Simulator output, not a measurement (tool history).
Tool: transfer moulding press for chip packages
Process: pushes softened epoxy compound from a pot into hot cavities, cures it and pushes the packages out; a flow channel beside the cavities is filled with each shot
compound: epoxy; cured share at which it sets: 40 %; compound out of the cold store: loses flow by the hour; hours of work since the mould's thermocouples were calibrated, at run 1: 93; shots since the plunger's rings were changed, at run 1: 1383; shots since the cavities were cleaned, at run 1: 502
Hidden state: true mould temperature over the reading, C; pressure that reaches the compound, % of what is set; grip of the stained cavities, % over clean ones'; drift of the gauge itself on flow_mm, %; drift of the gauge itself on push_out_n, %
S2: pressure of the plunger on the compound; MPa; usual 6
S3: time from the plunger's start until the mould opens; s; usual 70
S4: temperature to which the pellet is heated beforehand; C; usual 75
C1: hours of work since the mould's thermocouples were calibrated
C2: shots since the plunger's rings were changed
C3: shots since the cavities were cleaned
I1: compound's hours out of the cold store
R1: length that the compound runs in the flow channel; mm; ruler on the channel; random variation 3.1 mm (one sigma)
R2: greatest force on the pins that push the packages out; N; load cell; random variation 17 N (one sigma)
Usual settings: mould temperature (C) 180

run 1 hour=0 | mould_temperature_(C)=180 S2=6 S3=70 S4=75 | C1=93 C2=1383 C3=502 | I1=21.2 | R1=895 R2=1636
-- hour=9 cavities cleaned with cleaning compound and waxed
-- hour=45.8 cavities cleaned with cleaning compound and waxed
run 2 hour=61.8 | mould_temperature_(C)=180 S2=6 S3=70 S4=75 | C1=134 C2=2459 C3=294 | I1=10.6 | R1=909 R2=1487
-- hour=79.8 cavities cleaned with cleaning compound and waxed
run 3 hour=90.4 | mould_temperature_(C)=180 S2=6 S3=70 S4=75 | C1=154 C2=2955 C3=194 | I1=47.8 | R1=844 R2=1118
-- hour=115.7 cavities cleaned with cleaning compound and waxed
run 4 hour=127.2 | mould_temperature_(C)=180 S2=6 S3=70 S4=75 | C1=178 C2=3599 C3=210 | I1=21.7 | R1=880 R2=1359
-- hour=150.1 cavities cleaned with cleaning compound and waxed
run 5 hour=172 | mould_temperature_(C)=180 S2=6 S3=70 S4=75 | C1=209 C2=4391 C3=400 | I1=13.9 | R1=886 R2=1676
-- hour=178.6 plunger's sealing rings changed
-- hour=188.2 cavities cleaned with cleaning compound and waxed
-- hour=223.5 cavities cleaned with cleaning compound and waxed
run 6 hour=233.6 | mould_temperature_(C)=180 S2=6 S3=70 S4=75 | C1=249 C2=950 C3=183 | I1=8.1 | R1=922 R2=1375
-- hour=260.6 cavities cleaned with cleaning compound and waxed
-- hour=294.5 cavities cleaned with cleaning compound and waxed
run 7 hour=294.5 | mould_temperature_(C)=180 S2=6 S3=70 S4=75 | C1=290 C2=2010 C3=0 | I1=13.8 | R1=906 R2=879
run 8 hour=323.3 | mould_temperature_(C)=180 S2=6 S3=70 S4=75 | C1=310 C2=2537 C3=527 | I1=38.6 | R1=858 R2=1702
-- hour=330.8 cavities cleaned with cleaning compound and waxed
-- hour=365.2 cavities cleaned with cleaning compound and waxed
run 9 hour=385.1 | mould_temperature_(C)=180 S2=6 S3=70 S4=75 | C1=351 C2=3611 C3=363 | I1=23.9 | R1=875 R2=1564
-- hour=403.6 cavities cleaned with cleaning compound and waxed
run 10 hour=429.6 | mould_temperature_(C)=180 S2=6 S3=70 S4=75 | C1=382 C2=4398 C3=475 | I1=16.6 | R1=881 R2=1747
-- hour=435.8 plunger's sealing rings changed
-- hour=440.8 cavities cleaned with cleaning compound and waxed
run 11 hour=470.7 | mould_temperature_(C)=180 S2=6 S3=70 S4=75 | C1=408 C2=611 C3=546 | I1=30.7 | R1=895 R2=1717
-- hour=475 cavities cleaned with cleaning compound and waxed
run 12 hour=506.8 | mould_temperature_(C)=180 S2=6 S3=70 S4=75 | C1=432 C2=1244 C3=582 | I1=45.1 | R1=862 R2=1724
-- hour=514 cavities cleaned with cleaning compound and waxed
-- hour=535.4 mould's thermocouples calibrated
run 13 hour=547.6 | mould_temperature_(C)=180 S2=6 S3=70 S4=75 | C1=9 C2=1926 C3=578 | I1=25.9 | R1=889 R2=1804
-- hour=552.3 cavities cleaned with cleaning compound and waxed
run 14 hour=582.8 | mould_temperature_(C)=180 S2=6 S3=70 S4=75 | C1=32 C2=2542 C3=558 | I1=34.8 | R1=871 R2=1854
-- hour=589.8 cavities cleaned with cleaning compound and waxed
-- hour=624.8 cavities cleaned with cleaning compound and waxed
run 15 hour=640.9 | mould_temperature_(C)=180 S2=6.45 S3=70 S4=74 | C1=71 C2=3550 C3=294 | I1=46.7 | R1=874 R2=1442
-- hour=661.6 cavities cleaned with cleaning compound and waxed
-- hour=667.2 mould's thermocouples calibrated, once more
-- hour=695 plunger's sealing rings changed
run 16 hour=695 | mould_temperature_(C)=180 S2=6.45 S3=70 S4=74 | C1=18 C2=0 C3=528 | I1=44.1 | R1=895 R2=1573
-- hour=702.6 cavities cleaned with cleaning compound and waxed
run 17 hour=723.5 | mould_temperature_(C)=180 S2=7.39 S3=70 S4=71 | C1=37 C2=492 C3=382 | I1=23.1 | R1=994 R2=1512
-- hour=738.6 cavities cleaned with cleaning compound and waxed
-- hour=772.5 cavities cleaned with cleaning compound and waxed
run 18 hour=776.2 | mould_temperature_(C)=174 S2=6 S3=70 S4=83 | C1=72 C2=1402 C3=67 | I1=47.3 | R1=882 R2=1401
-- hour=807.6 cavities cleaned with cleaning compound and waxed
run 19 hour=822.4 | mould_temperature_(C)=174 S2=5.66 S3=93 S4=83 | C1=104 C2=2220 C3=272 | I1=43.4 | R1=856 R2=1106
-- hour=841.2 cavities cleaned with cleaning compound and waxed
-- hour=877.6 cavities cleaned with cleaning compound and waxed
run 20 hour=884.4 | mould_temperature_(C)=183 S2=6 S3=70 S4=67 | C1=145 C2=3299 C3=125 | I1=47 | R1=828 R2=915
-- hour=913.6 cavities cleaned with cleaning compound and waxed
-- hour=947.2 cavities cleaned with cleaning compound and waxed
run 21 hour=947.2 | mould_temperature_(C)=173 S2=7.44 S3=76 S4=70 | C1=187 C2=4392 C3=0 | I1=22.1 | R1=1011 R2=1156
-- hour=955.3 plunger's sealing rings changed
-- hour=986 cavities cleaned with cleaning compound and waxed
run 22 hour=1001.3 | mould_temperature_(C)=173 S2=7.44 S3=76 S4=70 | C1=223 C2=814 C3=280 | I1=27.5 | R1=1029 R2=1883
-- hour=1019.7 cavities cleaned with cleaning compound and waxed
-- hour=1057.5 cavities cleaned with cleaning compound and waxed
run 23 hour=1062.8 | mould_temperature_(C)=173 S2=7.44 S3=76 S4=70 | C1=264 C2=1884 C3=97 | I1=41.3 | R1=992 R2=1489
-- hour=1093.6 cavities cleaned with cleaning compound and waxed
run 24 hour=1112 | mould_temperature_(C)=184 S2=5.85 S3=76 S4=69 | C1=298 C2=2756 C3=337 | I1=33.6 | R1=836 R2=983

The same runs without the tool's hidden state, with the same run-to-run variation:
run=1 R1=904 R2=801
run=2 R1=926 R2=827
run=3 R1=864 R2=724
run=4 R1=904 R2=818
run=5 R1=916 R2=842
run=6 R1=929 R2=854
run=7 R1=921 R2=816
run=8 R1=877 R2=805
run=9 R1=902 R2=790
run=10 R1=914 R2=813
run=11 R1=895 R2=787
run=12 R1=867 R2=769
run=13 R1=897 R2=791
run=14 R1=882 R2=806
run=15 R1=893 R2=759
run=16 R1=898 R2=777
run=17 R1=1001 R2=822
run=18 R1=894 R2=1159
run=19 R1=874 R2=625
run=20 R1=852 R2=666
run=21 R1=1050 R2=1140
run=22 R1=1038 R2=1103
run=23 R1=1009 R2=1112
run=24 R1=856 R2=542
